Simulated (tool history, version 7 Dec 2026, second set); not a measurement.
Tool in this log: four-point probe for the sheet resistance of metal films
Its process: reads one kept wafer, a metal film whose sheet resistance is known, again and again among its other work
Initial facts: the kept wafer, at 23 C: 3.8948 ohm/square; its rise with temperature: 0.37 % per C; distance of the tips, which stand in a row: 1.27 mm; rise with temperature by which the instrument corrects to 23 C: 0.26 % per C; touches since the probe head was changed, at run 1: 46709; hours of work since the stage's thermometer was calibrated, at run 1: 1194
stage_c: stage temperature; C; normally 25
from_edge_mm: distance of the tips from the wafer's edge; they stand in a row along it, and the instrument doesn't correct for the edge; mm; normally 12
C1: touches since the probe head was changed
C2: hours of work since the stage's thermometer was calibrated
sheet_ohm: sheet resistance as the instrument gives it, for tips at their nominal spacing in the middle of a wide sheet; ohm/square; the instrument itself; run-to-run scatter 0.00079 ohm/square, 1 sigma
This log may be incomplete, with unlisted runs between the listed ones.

Run 1, hour 0: usual settings; C1 46709; C2 1194. Result: sheet_ohm 3.926131 ohm/square.
Run 2, hour 25.1: usual settings; C1 47476; C2 1205. Result: sheet_ohm 3.925833 ohm/square.
Run 3, hour 44.7: usual settings; C1 48077; C2 1214. Result: sheet_ohm 3.927516 ohm/square.
Run 4, hour 69.4: usual settings; C1 48833; C2 1224. Result: sheet_ohm 3.926262 ohm/square.
Run 5, hour 92.7: usual settings; C1 49544; C2 1234. Result: sheet_ohm 3.928242 ohm/square.
Run 6, hour 125.7: usual settings but stage_c 21 C; C1 50553; C2 1248. Result: sheet_ohm 3.909616 ohm/square.
Run 7, hour 150.8: usual settings but stage_c 21 C; C1 51321; C2 1259. Result: sheet_ohm 3.90963 ohm/square.
Run 8, hour 169.1: usual settings but stage_c 21 C; C1 51881; C2 1267. Result: sheet_ohm 3.90889 ohm/square.
Run 9, hour 185.7: usual settings but stage_c 21 C, from_edge_mm 22 mm; C1 52388; C2 1274. Result: sheet_ohm 3.893763 ohm/square.
Run 10, hour 213.8: usual settings but stage_c 21 C, from_edge_mm 22 mm; C1 53248; C2 1286. Result: sheet_ohm 3.893127 ohm/square.
Run 11, hour 253.2: usual settings; C1 54454; C2 1303. Result: sheet_ohm 3.927232 ohm/square.
Run 12, hour 280.9: usual settings; C1 55299; C2 1315. Result: sheet_ohm 3.928 ohm/square.
Run 13, hour 300.9: usual settings; C1 55911; C2 1324. Result: sheet_ohm 3.926715 ohm/square.
Run 14, hour 321.5: usual settings; C1 56541; C2 1333. Result: sheet_ohm 3.925644 ohm/square.
Run 15, hour 361.7: usual settings but from_edge_mm 45 mm; C1 57770; C2 1350. Result: sheet_ohm 3.904953 ohm/square.
Run 16, hour 392.5: usual settings but from_edge_mm 45 mm; C1 58712; C2 1363. Result: sheet_ohm 3.904427 ohm/square.
Run 17, hour 423.1: usual settings but from_edge_mm 45 mm; C1 59648; C2 1376. Result: sheet_ohm 3.904443 ohm/square.
Run 18, hour 444.3: usual settings; C1 60298; C2 1385. Result: sheet_ohm 3.92663 ohm/square.
Run 19, hour 484.3: usual settings; C1 61522; C2 1403. Result: sheet_ohm 3.926705 ohm/square.
Run 20, hour 518.1: usual settings but stage_c 27 C; C1 62554; C2 1417. Result: sheet_ohm 3.934496 ohm/square.
Run 21, hour 536.1: usual settings but stage_c 27 C; C1 63105; C2 1425. Result: sheet_ohm 3.935613 ohm/square.
Run 22, hour 555.5: usual settings but from_edge_mm 44 mm; C1 63698; C2 1433. Result: sheet_ohm 3.906174 ohm/square.
Run 23, hour 593.6: usual settings but from_edge_mm 44 mm; C1 64864; C2 1450. Result: sheet_ohm 3.905449 ohm/square.
Run 24, hour 620.7: usual settings but stage_c 30 C, from_edge_mm 16 mm; C1 65694; C2 1461. Result: sheet_ohm 3.938508 ohm/square.
Run 25, hour 651.1: usual settings but stage_c 20 C, from_edge_mm 11 mm; C1 66623; C2 1474. Result: sheet_ohm 3.908135 ohm/square.
Run 26, hour 686.5: usual settings but stage_c 22 C, from_edge_mm 27 mm; C1 67706; C2 1490. Result: sheet_ohm 3.895145 ohm/square.
Run 27, hour 704.7: usual settings but stage_c 22 C, from_edge_mm 4 mm; C1 68260; C2 1498. Result: sheet_ohm 4.088637 ohm/square.
Run 28, hour 731.5: usual settings but stage_c 22 C, from_edge_mm 4 mm; C1 69082; C2 1509. Result: sheet_ohm 4.089299 ohm/square.
Run 29, hour 760.6: usual settings but stage_c 21 C, from_edge_mm 9 mm; C1 69971; C2 1522. Result: sheet_ohm 3.926843 ohm/square.
Run 30, hour 795.9: usual settings but stage_c 20 C, from_edge_mm 16 mm; C1 71051; C2 1537. Result: sheet_ohm 3.894507 ohm/square.
Run 31, hour 818.8: usual settings but stage_c 20 C, from_edge_mm 16 mm; C1 71749; C2 1547. Result: sheet_ohm 3.892032 ohm/square.
Run 32, hour 836.8: usual settings but stage_c 33 C, from_edge_mm 36 mm; C1 72302; C2 1554. Result: sheet_ohm 3.93899 ohm/square.
Run 33, hour 865.4: usual settings but stage_c 23 C, from_edge_mm 4 mm; C1 73175; C2 1567. Result: sheet_ohm 4.093427 ohm/square.
Run 34, hour 894.5: usual settings but stage_c 32 C, from_edge_mm 23 mm; C1 74067; C2 1579. Result: sheet_ohm 3.939883 ohm/square.
Run 35, hour 922.3: usual settings but stage_c 30 C, from_edge_mm 34 mm; C1 74917; C2 1591. Result: sheet_ohm 3.928466 ohm/square.
Run 36, hour 948.7: usual settings but stage_c 29 C, from_edge_mm 11 mm; C1 75725; C2 1603. Result: sheet_ohm 3.948941 ohm/square.
Run 37, hour 979.5: usual settings but stage_c 29 C, from_edge_mm 11 mm; C1 76666; C2 1616. Result: sheet_ohm 3.949504 ohm/square.
Run 38, hour 1001.5: usual settings but stage_c 21 C, from_edge_mm 14 mm; C1 77337; C2 1625. Result: sheet_ohm 3.904591 ohm/square.
Run 39, hour 1023.3: usual settings but stage_c 21 C, from_edge_mm 14 mm; C1 78006; C2 1635. Result: sheet_ohm 3.903044 ohm/square.
Run 40, hour 1044.4: usual settings but stage_c 23 C, from_edge_mm 8 mm; C1 78650; C2 1644. Result: sheet_ohm 3.948007 ohm/square.
Run 41, hour 1064.9: usual settings but stage_c 20 C, from_edge_mm 27 mm; C1 79277; C2 1653. Result: sheet_ohm 3.885388 ohm/square.
Run 42, hour 1088: usual settings but stage_c 27 C, from_edge_mm 11 mm; C1 79982; C2 1662. Result: sheet_ohm 3.93946 ohm/square.
Run 43, hour 1121.2: usual settings but stage_c 35 C, from_edge_mm 6 mm; C1 80999; C2 1677. Result: sheet_ohm 4.036691 ohm/square.
Run 44, hour 1149.3: usual settings but stage_c 23 C, from_edge_mm 45 mm; C1 81857; C2 1689. Result: sheet_ohm 3.896236 ohm/square.
Run 45, hour 1172.7: usual settings but stage_c 27 C, from_edge_mm 47 mm; C1 82573; C2 1699. Result: sheet_ohm 3.912638 ohm/square.
Run 46, hour 1205.2: usual settings but stage_c 24 C, from_edge_mm 4 mm; C1 83568; C2 1713. Result: sheet_ohm 4.098505 ohm/square.

Alternative continuations, all from the tool just after run 46; predict every row:
Run A, hour 1240.2: usual settings but stage_c 26 C, from_edge_mm 4 mm; C1 84637; C2 1728. Result: sheet_ohm ?.
Run B, hour 1240.2: usual settings but stage_c 23 C, from_edge_mm 28 mm; C1 84637; C2 1728. Result: sheet_ohm ?.
Run C, hour 1240.2: usual settings but stage_c 35 C, from_edge_mm 4 mm; C1 84637; C2 1728. Result: sheet_ohm ?.

run  sheet_ohm
  A   4.108959
  B   3.899067
  C   4.147514
Stripped of hidden state, with their random variation kept, the same runs would have yielded:
run  sheet_ohm
  A   4.109174
  B   3.899272
  C   4.147729
